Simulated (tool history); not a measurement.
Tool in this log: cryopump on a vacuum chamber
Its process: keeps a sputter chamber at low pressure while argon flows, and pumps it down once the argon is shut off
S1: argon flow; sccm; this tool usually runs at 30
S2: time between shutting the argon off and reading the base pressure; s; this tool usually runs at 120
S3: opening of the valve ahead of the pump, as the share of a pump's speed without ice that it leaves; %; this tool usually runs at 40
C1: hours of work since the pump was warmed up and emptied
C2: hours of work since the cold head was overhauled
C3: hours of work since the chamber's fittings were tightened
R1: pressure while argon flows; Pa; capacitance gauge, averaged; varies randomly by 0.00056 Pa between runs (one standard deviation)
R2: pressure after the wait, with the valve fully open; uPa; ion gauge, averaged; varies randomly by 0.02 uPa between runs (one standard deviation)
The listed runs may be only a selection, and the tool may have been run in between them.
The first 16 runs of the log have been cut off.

run 17 hour=733.9 | S1=30 S2=120 S3=40 | C1=709 C2=709 C3=992 | R1=0.0717 R2=0.92
run 18 hour=797.7 | S1=30 S2=120 S3=40 | C1=734 C2=734 C3=1018 | R1=0.0715 R2=0.88
run 19 hour=832.3 | S1=30 S2=120 S3=40 | C1=748 C2=748 C3=1032 | R1=0.0720 R2=0.91
run 20 hour=878.8 | S1=35 S2=120 S3=33 | C1=767 C2=767 C3=1050 | R1=0.0991 R2=0.94
run 21 hour=942.2 | S1=30 S2=28 S3=44 | C1=792 C2=792 C3=1076 | R1=0.0675 R2=1.43
run 22 hour=981.6 | S1=30 S2=292 S3=36 | C1=808 C2=808 C3=1092 | R1=0.0804 R2=0.90
run 23 hour=1049.5 | S1=30 S2=292 S3=36 | C1=835 C2=835 C3=1119 | R1=0.0807 R2=0.93
run 24 hour=1115.6 | S1=12 S2=292 S3=36 | C1=862 C2=862 C3=1145 | R1=0.0317 R2=0.96
run 25 hour=1168.7 | S1=12 S2=36 S3=40 | C1=883 C2=883 C3=1167 | R1=0.0297 R2=1.36
run 26 hour=1221.2 | S1=12 S2=36 S3=40 | C1=904 C2=904 C3=1188 | R1=0.0297 R2=1.42
-- hour=1229.1 pump warmed up, emptied and cooled again
run 27 hour=1282.9 | S1=12 S2=27 S3=40 | C1=22 C2=927 C3=1210 | R1=0.0247 R2=1.23
run 28 hour=1331.4 | S1=30 S2=155 S3=28 | C1=41 C2=946 C3=1230 | R1=0.0880 R2=0.72
run 29 hour=1362.3 | S1=31 S2=125 S3=28 | C1=53 C2=959 C3=1242 | R1=0.0925 R2=0.76
run 30 hour=1422.1 | S1=31 S2=125 S3=46 | C1=77 C2=983 C3=1266 | R1=0.0571 R2=0.81

Run 31, settings as shown, results not yet in. Your forecast:
run 31 hour=1483.8 | S1=36 S2=81 S3=40 | C1=102 C2=1007 C3=1291 | R1=? R2=?

Run 31 came out at R1 0.0761 Pa, R2 0.90 uPa.
Without the tool's hidden state the same run would have given R1 0.0743 Pa, R2 0.36 uPa.

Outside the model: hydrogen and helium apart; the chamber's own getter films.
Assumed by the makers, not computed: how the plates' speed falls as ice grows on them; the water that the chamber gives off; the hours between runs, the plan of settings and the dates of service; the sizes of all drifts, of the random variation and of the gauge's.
